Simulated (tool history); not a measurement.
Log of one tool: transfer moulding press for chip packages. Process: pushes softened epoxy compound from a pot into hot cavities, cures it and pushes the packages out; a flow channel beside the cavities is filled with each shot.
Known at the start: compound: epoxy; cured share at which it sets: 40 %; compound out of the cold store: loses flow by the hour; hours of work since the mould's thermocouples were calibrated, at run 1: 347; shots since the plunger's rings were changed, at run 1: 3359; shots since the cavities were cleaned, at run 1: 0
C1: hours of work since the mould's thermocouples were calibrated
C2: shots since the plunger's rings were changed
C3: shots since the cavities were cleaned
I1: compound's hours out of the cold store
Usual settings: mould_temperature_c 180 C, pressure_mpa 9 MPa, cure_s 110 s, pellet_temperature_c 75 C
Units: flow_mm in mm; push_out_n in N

run 1 hour=0 | mould_temperature_c=180 pressure_mpa=9 cure_s=110 pellet_temperature_c=75 | C1=347 C2=3359 C3=0 | I1=20.2 | flow_mm=610 push_out_n=446
run 2 hour=13.8 | mould_temperature_c=180 pressure_mpa=9 cure_s=110 pellet_temperature_c=75 | C1=358 C2=3546 C3=187 | I1=37.7 | flow_mm=555 push_out_n=493
run 3 hour=28.1 | mould_temperature_c=180 pressure_mpa=9 cure_s=110 pellet_temperature_c=75 | C1=369 C2=3741 C3=382 | I1=15.3 | flow_mm=614 push_out_n=556
-- hour=37.7 cavities cleaned with cleaning compound and waxed
run 4 hour=41.5 | mould_temperature_c=180 pressure_mpa=9 cure_s=110 pellet_temperature_c=75 | C1=378 C2=3903 C3=52 | I1=12 | flow_mm=624 push_out_n=455
run 5 hour=59.4 | mould_temperature_c=180 pressure_mpa=9 cure_s=110 pellet_temperature_c=75 | C1=392 C2=4147 C3=296 | I1=14.6 | flow_mm=610 push_out_n=551
-- hour=75.7 cavities cleaned with cleaning compound and waxed
run 6 hour=81.2 | mould_temperature_c=180 pressure_mpa=9 cure_s=110 pellet_temperature_c=75 | C1=408 C2=4424 C3=76 | I1=27.6 | flow_mm=575 push_out_n=470
run 7 hour=103.7 | mould_temperature_c=180 pressure_mpa=9 cure_s=110 pellet_temperature_c=75 | C1=426 C2=4730 C3=382 | I1=31.7 | flow_mm=559 push_out_n=530
-- hour=113.9 cavities cleaned with cleaning compound and waxed
run 8 hour=120.2 | mould_temperature_c=180 pressure_mpa=9 cure_s=142 pellet_temperature_c=75 | C1=438 C2=4933 C3=85 | I1=22.7 | flow_mm=582 push_out_n=451
run 9 hour=135.5 | mould_temperature_c=180 pressure_mpa=9 cure_s=142 pellet_temperature_c=75 | C1=450 C2=5141 C3=293 | I1=27.1 | flow_mm=573 push_out_n=453
-- hour=153.2 cavities cleaned with cleaning compound and waxed
run 10 hour=153.5 | mould_temperature_c=180 pressure_mpa=9 cure_s=142 pellet_temperature_c=75 | C1=462 C2=5366 C3=4 | I1=12.8 | flow_mm=610 push_out_n=396
run 11 hour=164.6 | mould_temperature_c=182 pressure_mpa=9 cure_s=110 pellet_temperature_c=75 | C1=471 C2=5517 C3=155 | I1=44.5 | flow_mm=516 push_out_n=488
run 12 hour=180.4 | mould_temperature_c=182 pressure_mpa=9 cure_s=110 pellet_temperature_c=75 | C1=484 C2=5733 C3=371 | I1=34.8 | flow_mm=544 push_out_n=523
-- hour=191.9 cavities cleaned with cleaning compound and waxed
run 13 hour=203.1 | mould_temperature_c=180 pressure_mpa=9 cure_s=110 pellet_temperature_c=77 | C1=500 C2=6021 C3=153 | I1=10.9 | flow_mm=620 push_out_n=496
run 14 hour=213.8 | mould_temperature_c=180 pressure_mpa=8.48 cure_s=110 pellet_temperature_c=75 | C1=509 C2=6167 C3=299 | I1=30.5 | flow_mm=534 push_out_n=503
-- hour=222.3 plunger's sealing rings changed
-- hour=232.9 cavities cleaned with cleaning compound and waxed
run 15 hour=236.3 | mould_temperature_c=180 pressure_mpa=8.48 cure_s=110 pellet_temperature_c=75 | C1=523 C2=170 C3=46 | I1=13.2 | flow_mm=628 push_out_n=465
run 16 hour=248.5 | mould_temperature_c=179 pressure_mpa=9.07 cure_s=91 pellet_temperature_c=82 | C1=532 C2=336 C3=212 | I1=38.1 | flow_mm=569 push_out_n=658
-- hour=251.6 mould's thermocouples calibrated
run 17 hour=269.8 | mould_temperature_c=179 pressure_mpa=9.07 cure_s=91 pellet_temperature_c=82 | C1=14 C2=599 C3=475 | I1=32 | flow_mm=584 push_out_n=748
-- hour=273.6 cavities cleaned with cleaning compound and waxed
run 18 hour=289.3 | mould_temperature_c=188 pressure_mpa=9.07 cure_s=91 pellet_temperature_c=67 | C1=28 C2=844 C3=213 | I1=42.6 | flow_mm=540 push_out_n=483
run 19 hour=305.8 | mould_temperature_c=180 pressure_mpa=9 cure_s=110 pellet_temperature_c=70 | C1=41 C2=1068 C3=437 | I1=35.9 | flow_mm=565 push_out_n=535
-- hour=313.3 cavities cleaned with cleaning compound and waxed
-- hour=321 mould's thermocouples calibrated, once more
run 20 hour=334.5 | mould_temperature_c=180 pressure_mpa=9 cure_s=110 pellet_temperature_c=70 | C1=11 C2=1412 C3=263 | I1=26.8 | flow_mm=590 push_out_n=510

Forecast run 21:
-- hour=354.2 cavities cleaned with cleaning compound and waxed
run 21 hour=361.6 | mould_temperature_c=180 pressure_mpa=8.58 cure_s=94 pellet_temperature_c=66 | C1=31 C2=1760 C3=100 | I1=44.8 | flow_mm=? push_out_n=?

{"run 21": {"flow_mm": 532, "push_out_n": 610}}
Without the tool's hidden state the same run would have given flow_mm 543 mm, push_out_n 586 N.
